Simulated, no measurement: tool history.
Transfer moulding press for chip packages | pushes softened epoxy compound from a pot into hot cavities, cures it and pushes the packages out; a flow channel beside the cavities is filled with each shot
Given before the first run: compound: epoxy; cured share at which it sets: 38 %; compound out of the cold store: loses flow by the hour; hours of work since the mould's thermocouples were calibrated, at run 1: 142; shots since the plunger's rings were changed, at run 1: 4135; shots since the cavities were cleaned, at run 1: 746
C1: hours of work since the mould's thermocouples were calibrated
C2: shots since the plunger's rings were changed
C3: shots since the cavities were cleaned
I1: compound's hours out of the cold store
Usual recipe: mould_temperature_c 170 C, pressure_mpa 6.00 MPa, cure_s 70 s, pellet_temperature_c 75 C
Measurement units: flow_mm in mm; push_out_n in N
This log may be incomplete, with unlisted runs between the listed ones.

Run 1, day 0.000: usual settings; C1 142; C2 4135; C3 746; I1 34.2. Result: flow_mm 551 mm, push_out_n 370 N.
At day 0.417: cavities cleaned with cleaning compound and waxed.
Run 2, day 0.571: usual settings; C1 148; C2 4303; C3 51; I1 14.5. Result: flow_mm 587 mm, push_out_n 386 N.
Run 3, day 1.012: usual settings; C1 154; C2 4448; C3 196; I1 40.1. Result: flow_mm 541 mm, push_out_n 347 N.
Run 4, day 1.292: usual settings; C1 157; C2 4540; C3 288; I1 34.8. Result: flow_mm 548 mm, push_out_n 366 N.
Run 5, day 1.662: usual settings but pressure_mpa 4.85 MPa; C1 162; C2 4663; C3 411; I1 18.7. Result: flow_mm 522 mm, push_out_n 388 N.
Run 6, day 2.075: usual settings; C1 167; C2 4799; C3 547; I1 25.1. Result: flow_mm 565 mm, push_out_n 396 N.
Run 7, day 2.392: usual settings; C1 171; C2 4905; C3 653; I1 8.0. Result: flow_mm 606 mm, push_out_n 394 N.
Run 8, day 2.729: usual settings; C1 175; C2 5015; C3 763; I1 12.7. Result: flow_mm 596 mm, push_out_n 384 N.
At day 3.017: plunger's sealing rings changed.
At day 3.196: cavities cleaned with cleaning compound and waxed.
Run 9, day 3.275: usual settings but pressure_mpa 7.28 MPa; C1 179; C2 64; C3 26; I1 38.0. Result: flow_mm 601 mm, push_out_n 381 N.
Run 10, day 3.550: usual settings but pressure_mpa 7.28 MPa; C1 183; C2 155; C3 117; I1 27.3. Result: flow_mm 622 mm, push_out_n 389 N.
Run 11, day 4.042: usual settings but pressure_mpa 7.28 MPa; C1 189; C2 318; C3 280; I1 43.1. Result: flow_mm 587 mm, push_out_n 364 N.
Run 12, day 4.438: usual settings but pressure_mpa 7.28 MPa; C1 193; C2 448; C3 410; I1 42.2. Result: flow_mm 603 mm, push_out_n 362 N.
Run 13, day 4.967: usual settings but pressure_mpa 7.28 MPa, pellet_temperature_c 71 C; C1 200; C2 623; C3 585; I1 36.0. Result: flow_mm 604 mm, push_out_n 380 N.
Run 14, day 5.392: usual settings; C1 205; C2 763; C3 725; I1 28.1. Result: flow_mm 571 mm, push_out_n 368 N.
Run 15, day 5.717: usual settings but mould_temperature_c 164 C, pressure_mpa 5.51 MPa, cure_s 83 s, pellet_temperature_c 79 C; C1 209; C2 870; C3 832; I1 35.8. Result: flow_mm 544 mm, push_out_n 384 N.
At day 5.862: cavities cleaned with cleaning compound and waxed.
Run 16, day 6.283: usual settings but mould_temperature_c 169 C, pressure_mpa 5.07 MPa, cure_s 80 s; C1 215; C2 1037; C3 138; I1 26.8. Result: flow_mm 525 mm, push_out_n 331 N.
Run 17, day 6.738: usual settings but pellet_temperature_c 81 C; C1 221; C2 1188; C3 289; I1 10.4. Result: flow_mm 600 mm, push_out_n 385 N.

Run 18, settings as shown, results not yet in. Your forecast:
Run 18, day 7.033: usual settings but pellet_temperature_c 81 C; C1 224; C2 1286; C3 387; I1 45.0. Result: flow_mm ?, push_out_n ?.

{"run 18": {"flow_mm": 530, "push_out_n": 358}}
Had the tool carried no hidden state, the very same run would have given flow_mm 531 mm, push_out_n 355 N.
